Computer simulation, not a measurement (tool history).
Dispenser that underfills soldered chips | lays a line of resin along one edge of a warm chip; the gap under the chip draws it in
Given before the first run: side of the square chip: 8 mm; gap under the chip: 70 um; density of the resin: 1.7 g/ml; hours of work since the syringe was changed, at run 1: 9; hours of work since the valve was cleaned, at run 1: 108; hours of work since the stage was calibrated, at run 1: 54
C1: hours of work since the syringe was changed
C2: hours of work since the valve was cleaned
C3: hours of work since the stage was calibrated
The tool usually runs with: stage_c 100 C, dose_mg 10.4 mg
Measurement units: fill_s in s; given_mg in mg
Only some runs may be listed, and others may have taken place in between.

Run 1, hour 0.0: usual settings; C1 9; C2 108; C3 54. Result: fill_s 40.5 s, given_mg 9.79 mg.
At hour 4.4: new syringe of resin.
Run 2, hour 4.5: usual settings; C1 0; C2 111; C3 57. Result: fill_s 19.3 s, given_mg 9.79 mg.
Run 3, hour 7.8: usual settings but dose_mg 11.7 mg; C1 2; C2 113; C3 59. Result: fill_s 22.0 s, given_mg 10.96 mg.
At hour 9.2: dispensing valve cleaned and set on the balance.
Run 4, hour 12.9: usual settings but dose_mg 11.7 mg; C1 5; C2 2; C3 62. Result: fill_s 27.3 s, given_mg 11.76 mg.
Run 5, hour 15.4: usual settings; C1 6; C2 4; C3 63. Result: fill_s 32.7 s, given_mg 10.40 mg.
Run 6, hour 17.7: usual settings but stage_c 97 C; C1 8; C2 5; C3 65. Result: fill_s 40.5 s, given_mg 10.39 mg.
Run 7, hour 20.0: usual settings but stage_c 97 C; C1 9; C2 7; C3 66. Result: fill_s 44.9 s, given_mg 10.31 mg.
At hour 23.8: new syringe of resin.
Run 8, hour 24.1: usual settings but dose_mg 13.4 mg; C1 0; C2 9; C3 68. Result: fill_s 19.6 s, given_mg 13.33 mg.
Run 9, hour 26.8: usual settings but dose_mg 13.4 mg; C1 2; C2 11; C3 70. Result: fill_s 22.0 s, given_mg 13.41 mg.
Run 10, hour 29.3: usual settings but dose_mg 13.4 mg; C1 3; C2 12; C3 72. Result: fill_s 24.8 s, given_mg 13.41 mg.
Run 11, hour 32.0: usual settings; C1 5; C2 14; C3 73. Result: fill_s 28.9 s, given_mg 10.33 mg.
Run 12, hour 34.9: usual settings but dose_mg 11.5 mg; C1 7; C2 16; C3 75. Result: fill_s 32.9 s, given_mg 11.32 mg.
Run 13, hour 39.0: usual settings but stage_c 95 C, dose_mg 11.5 mg; C1 10; C2 19; C3 78. Result: fill_s 49.7 s, given_mg 11.41 mg.
At hour 42.5: new syringe of resin.
Run 14, hour 43.8: usual settings; C1 1; C2 21; C3 81. Result: fill_s 21.2 s, given_mg 10.35 mg.
Run 15, hour 48.3: usual settings; C1 4; C2 24; C3 83. Result: fill_s 26.3 s, given_mg 10.25 mg.
Run 16, hour 50.7: usual settings; C1 5; C2 26; C3 85. Result: fill_s 28.9 s, given_mg 10.40 mg.

What does the tool deliver on the next run?
Run 17, hour 54.9: usual settings but dose_mg 9.4 mg; C1 8; C2 28; C3 88. Result: fill_s ?, given_mg ?.

Run 17 came out at fill_s 38.4 s, given_mg 9.30 mg.
Without the tool's hidden state the same run would have given fill_s 20.7 s, given_mg 9.42 mg.

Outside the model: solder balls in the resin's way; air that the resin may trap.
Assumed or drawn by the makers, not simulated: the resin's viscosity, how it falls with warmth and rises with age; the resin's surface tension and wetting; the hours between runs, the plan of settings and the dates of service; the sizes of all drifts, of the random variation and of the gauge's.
